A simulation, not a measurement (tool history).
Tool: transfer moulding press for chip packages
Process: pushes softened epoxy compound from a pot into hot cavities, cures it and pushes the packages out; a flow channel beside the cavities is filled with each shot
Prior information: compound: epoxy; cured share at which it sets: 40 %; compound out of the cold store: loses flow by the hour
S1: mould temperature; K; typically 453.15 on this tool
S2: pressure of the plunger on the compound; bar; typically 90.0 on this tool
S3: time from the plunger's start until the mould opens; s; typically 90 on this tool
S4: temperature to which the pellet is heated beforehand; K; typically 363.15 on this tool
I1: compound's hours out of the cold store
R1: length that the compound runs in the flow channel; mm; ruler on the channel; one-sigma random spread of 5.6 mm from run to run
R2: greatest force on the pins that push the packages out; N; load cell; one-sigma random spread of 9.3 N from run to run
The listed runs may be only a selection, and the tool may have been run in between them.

run	hour	S1	S2	S3	S4	I1	R1	R2
1	0.0	453.15	90.0	90	363.15	31.4	608	412
2	11.2	453.15	90.0	90	363.15	18.0	643	453
3	19.9	453.15	90.0	104	363.15	42.4	584	369
# hour 25.6: cavities cleaned with cleaning compound and waxed
4	28.7	453.15	90.0	90	363.15	20.9	637	446
5	39.6	453.15	90.0	90	363.15	15.2	646	460
6	47.8	453.15	90.0	90	363.15	20.1	637	440
7	54.8	453.15	90.0	90	363.15	25.6	631	433
8	69.0	453.15	90.0	90	363.15	41.0	580	429
# hour 77.8: cavities cleaned with cleaning compound and waxed
9	79.3	455.15	90.0	90	363.15	45.1	581	396
10	89.0	455.15	90.0	90	363.15	30.0	602	384
11	99.6	455.15	90.0	90	363.15	27.8	607	409
12	107.5	455.15	90.0	90	363.15	21.2	629	403
13	123.0	453.15	90.0	114	363.15	19.4	639	358
# hour 129.7: cavities cleaned with cleaning compound and waxed
14	138.4	458.15	90.0	90	363.15	44.4	574	363
15	146.6	458.15	90.0	90	363.15	22.1	618	375
16	162.0	447.15	90.0	90	366.15	10.4	679	651
17	170.6	449.15	88.1	90	363.15	44.4	597	539
# hour 181.6: cavities cleaned with cleaning compound and waxed
18	181.9	448.15	95.9	90	363.15	17.6	690	606
19	189.6	456.15	102.7	77	362.15	21.3	671	484
20	197.2	456.15	102.7	77	362.15	15.7	680	489
21	204.9	453.15	69.5	90	363.15	26.5	552	433
22	216.8	453.15	83.4	90	363.15	10.4	635	442
23	229.6	453.15	90.0	90	356.15	35.5	609	416
# hour 234.0: cavities cleaned with cleaning compound and waxed
24	243.4	447.15	86.1	99	360.15	41.9	596	513
25	249.9	447.15	80.9	99	360.15	33.6	600	515
26	262.9	460.15	88.0	120	372.15	37.9	578	338
27	272.3	448.15	97.0	83	370.15	34.3	654	681

For run 28, what comes out?
28	280.0	457.15	107.1	90	363.15	8.6	?	?

R1: 705 mm
R2: 393 N
With the hidden condition absent and the run-to-run variation left alone, this run would have shown R1 705 mm, R2 390 N.
